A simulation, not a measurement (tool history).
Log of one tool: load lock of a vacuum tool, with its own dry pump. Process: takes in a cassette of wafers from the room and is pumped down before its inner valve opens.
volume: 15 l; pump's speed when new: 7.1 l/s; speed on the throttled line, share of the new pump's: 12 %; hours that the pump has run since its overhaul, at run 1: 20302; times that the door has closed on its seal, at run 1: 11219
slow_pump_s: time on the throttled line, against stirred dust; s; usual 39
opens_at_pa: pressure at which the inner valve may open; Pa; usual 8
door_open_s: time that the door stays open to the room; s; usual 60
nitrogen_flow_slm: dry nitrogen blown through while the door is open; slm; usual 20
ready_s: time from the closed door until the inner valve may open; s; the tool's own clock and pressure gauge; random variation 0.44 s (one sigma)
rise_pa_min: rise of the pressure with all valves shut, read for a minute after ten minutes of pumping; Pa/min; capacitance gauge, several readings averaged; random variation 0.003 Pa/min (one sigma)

run     hour  slow_pump_s  opens_at_pa  door_open_s  nitrogen_flow_slm  hours that the pump has run since its overhaul  times that the door has closed on its seal  incoming humidity of the room's air, %  ready_s  rise_pa_min
  1      0.0           39            8           60                 20                                           20302                                       11219                                    42.3     57.9        0.195
  2    333.4           39            8           60                 20                                           20635                                       12670                                    44.8     58.7        0.230
  3    925.1           39            8           60                 20                                           21227                                       15247                                    45.8     58.8        0.290
  4   1250.7           39            8           60                 20                                           21553                                       16665                                    44.9     58.1        0.337
  5   1681.8           39            8           60                 20                                           21984                                       18542                                    46.0     59.2        0.397
      2015.6  -- dry pump taken out, an overhauled one fitted
  6   2112.8           39            8           60                 20                                              97                                       20393                                    49.4     54.6        0.454
  7   2592.6           39            8           60                 20                                             577                                       22482                                    44.2     54.3        0.534
  8   2914.7           39            8           60                 20                                             899                                       23884                                    42.3     55.4        0.575
      3385.1  -- door's seal changed, seat wiped
  9   3565.9           39            7           60                 20                                            1549                                         788                                    44.3     55.1        0.037
 10   4095.6           39            7           60                 20                                            2078                                        3094                                    43.4     55.2        0.056
 11   4492.7           60            7           60                 20                                            2476                                        4823                                    49.0     73.3        0.087
 12   5064.6           60            7           60                 20                                            3048                                        7314                                    43.9     74.3        0.122
 13   5514.9           60            7           60                 20                                            3498                                        9275                                    42.7     73.6        0.150
 14   6079.2           39            8           27                 20                                            4062                                       11732                                    46.3     55.4        0.195
 15   6684.9           39            8           27                 20                                            4668                                       14369                                    42.1     54.8        0.253
 16   7321.3           39            8           27                 20                                            5304                                       17141                                    45.6     54.9        0.324
 17   7704.4           39            8           27                 25                                            5687                                       18809                                    46.1     55.2        0.370
 18   8048.9           39            8           60                 20                                            6032                                       20309                                    44.2     55.0        0.436
 19   8621.1           39            8           60                 20                                            6604                                       22800                                    46.3     55.2        0.503
 20   9162.0           39            8           60                 20                                            7145                                       25156                                    42.6     55.1        0.587
      9364.5  -- door's seal changed, seat wiped
 21   9500.1           43            8           60                  5                                            7482                                         591                                    46.9     59.1        0.050
 22  10142.2           59            6           60                 20                                            8124                                        3387                                    46.8     73.5        0.065
 23  10647.8           59            6           60                 20                                            8629                                        5588                                    44.4     74.8        0.083
 24  11300.5           39            8           60                 14                                            9282                                        8430                                    47.4     56.5        0.141
 25  11855.9           73            8          118                 20                                            9837                                       10849                                    44.1     86.0        0.181
 26  12505.9           73            8          118                 20                                           10487                                       13679                                    43.9     86.3        0.240
 27  12976.8           39            8           86                 20                                           10958                                       15730                                    44.1     56.6        0.286
 28  13337.8           39            8           86                 20                                           11319                                       17302                                    46.2     57.4        0.335
 29  13968.9           39            8           86                 20                                           11950                                       20050                                    43.3     56.9        0.424
 30  14475.0           39            8           26                 20                                           12456                                       22254                                    44.5     57.0        0.490
 31  14963.1           31           13          220                 23                                           12945                                       24379                                    41.0     48.8        0.586
     15311.5  -- door's seal changed, seat wiped
 32  15427.5           38           14           60                  4                                           13407                                         505                                    44.6     54.1        0.054
 33  15777.2           38           14           60                  4                                           13757                                        2028                                    42.0     54.4        0.061
 34  16354.5           38           14           60                  4                                           14334                                        4542                                    44.4     54.8        0.093
 35  16776.0           38           14           60                  4                                           14756                                        6377                                    47.8     53.6        0.124
 36  17051.8           68           14           60                  4                                           15032                                        7578                                    43.4     82.1        0.130
 37  17348.4           68           13           87                 16                                           15328                                        8870                                    46.2     80.6        0.154

Forecast each of these 3 alternatives for the next run:
  A  17822.4           68            8           87                 16                                           15802                                       10934                                    45.3        ?            ?
  B  17822.4           39            8           60                 12                                           15802                                       10934                                    40.1        ?            ?
  C  17822.4           68           10           87                 16                                           15802                                       10934                                    43.1        ?            ?

run  ready_s  rise_pa_min
  A     82.2        0.195
  B     57.5        0.181
  C     80.8        0.198
Without the tool's hidden state the same runs would have given:
run  ready_s  rise_pa_min
  A     79.9        0.045
  B     54.6        0.032
  C     78.6        0.048
